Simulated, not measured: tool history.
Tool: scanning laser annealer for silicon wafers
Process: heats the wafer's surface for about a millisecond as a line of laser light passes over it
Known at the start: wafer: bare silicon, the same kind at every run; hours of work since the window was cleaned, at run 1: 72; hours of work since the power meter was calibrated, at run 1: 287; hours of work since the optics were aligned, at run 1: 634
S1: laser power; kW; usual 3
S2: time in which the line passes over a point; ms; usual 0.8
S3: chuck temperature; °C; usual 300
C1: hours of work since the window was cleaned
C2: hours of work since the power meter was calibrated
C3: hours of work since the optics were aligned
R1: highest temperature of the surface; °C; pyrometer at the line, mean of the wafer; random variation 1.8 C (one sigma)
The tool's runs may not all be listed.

run 1 day=0 | S1=3 S2=0.8 S3=300 | C1=72 C2=287 C3=634 | R1=1003
run 2 day=0.288 | S1=3 S2=0.8 S3=311 | C1=76 C2=291 C3=638 | R1=1012
run 3 day=0.833 | S1=3 S2=0.8 S3=311 | C1=82 C2=297 C3=644 | R1=1013
run 4 day=1.458 | S1=3 S2=0.8 S3=311 | C1=89 C2=304 C3=651 | R1=1009
run 5 day=2.029 | S1=3 S2=0.8 S3=315 | C1=95 C2=310 C3=657 | R1=1015
run 6 day=2.425 | S1=3 S2=0.8 S3=315 | C1=99 C2=314 C3=662 | R1=1015
run 7 day=3.021 | S1=2.793 S2=0.8 S3=300 | C1=106 C2=321 C3=668 | R1=944
run 8 day=3.333 | S1=3 S2=0.8 S3=300 | C1=110 C2=325 C3=672 | R1=1001
run 9 day=3.892 | S1=3 S2=0.8 S3=300 | C1=116 C2=331 C3=678 | R1=997
run 10 day=4.358 | S1=3.17 S2=0.666 S3=279 | C1=121 C2=336 C3=683 | R1=945

Run 11 comes next. What will it give?
run 11 day=4.667 | S1=3.17 S2=0.666 S3=279 | C1=125 C2=339 C3=687 | R1=?

Run 11 gave R1 948 °C.
Without the tool's hidden state the same run would have given R1 962 °C.

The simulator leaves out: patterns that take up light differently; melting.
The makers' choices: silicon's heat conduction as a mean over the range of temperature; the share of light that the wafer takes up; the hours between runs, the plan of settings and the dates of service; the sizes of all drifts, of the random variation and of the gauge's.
